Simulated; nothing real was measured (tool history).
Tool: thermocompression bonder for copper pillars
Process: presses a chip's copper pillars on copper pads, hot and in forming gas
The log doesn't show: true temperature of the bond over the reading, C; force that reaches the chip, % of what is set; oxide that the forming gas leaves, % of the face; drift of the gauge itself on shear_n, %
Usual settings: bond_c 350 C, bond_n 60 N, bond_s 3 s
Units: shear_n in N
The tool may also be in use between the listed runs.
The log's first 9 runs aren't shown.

run	day	bond_c	bond_n	bond_s	hours of work since the heater was calibrated	hours of work since the force cell was calibrated	hours of work since the gas filter was changed	shear_n
10	7.721	347	72	3	128	535	193	68.3
11	8.242	347	72	3	133	540	198	68.7
# day 9.017: forming gas filter changed
12	9.225	349	60	3	142	549	2	57.1
13	9.783	349	60	3	148	555	7	58.6
14	10.762	350	60	3	157	564	17	58.8
15	11.633	350	60	3	165	572	25	59.5
16	12.175	350	60	3	171	578	30	58.9
17	12.683	345	40	2	176	582	35	27.4
18	13.388	346	40	2	182	589	42	27.7
19	14.033	346	40	2	189	595	48	29
20	14.688	346	40	2	195	602	55	27.6
21	15.804	351	44	2	206	612	65	34.9
22	16.333	350	60	6	211	618	70	76.1
23	16.862	358	50	7	216	623	75	71.7
24	17.504	339	69	4	222	629	82	66.8
25	18.004	339	69	4	227	634	86	66.5
26	18.858	358	60	2	235	642	95	54.6
27	19.438	331	70	3	241	647	100	54.5
28	20.088	331	70	3	247	654	106	55.3
29	21.167	331	70	3	257	664	117	54.6
30	21.721	331	70	3	262	669	122	53.1
31	22.217	331	70	3	267	674	127	54
32	22.858	366	46	2	273	680	133	44.1

3 ways to go on from here, each from the tool as it stands after run 32. What would each give?
A	23.871	366	46	4	283	690	143	?
B	23.871	366	78	2	283	690	143	?
C	23.871	347	71	3	283	690	143	?

run	shear_n
A	57.9
B	81.9
C	68.8
Without the tool's hidden state the same runs would have given:
run	shear_n
A	57.9
B	82
C	68.9
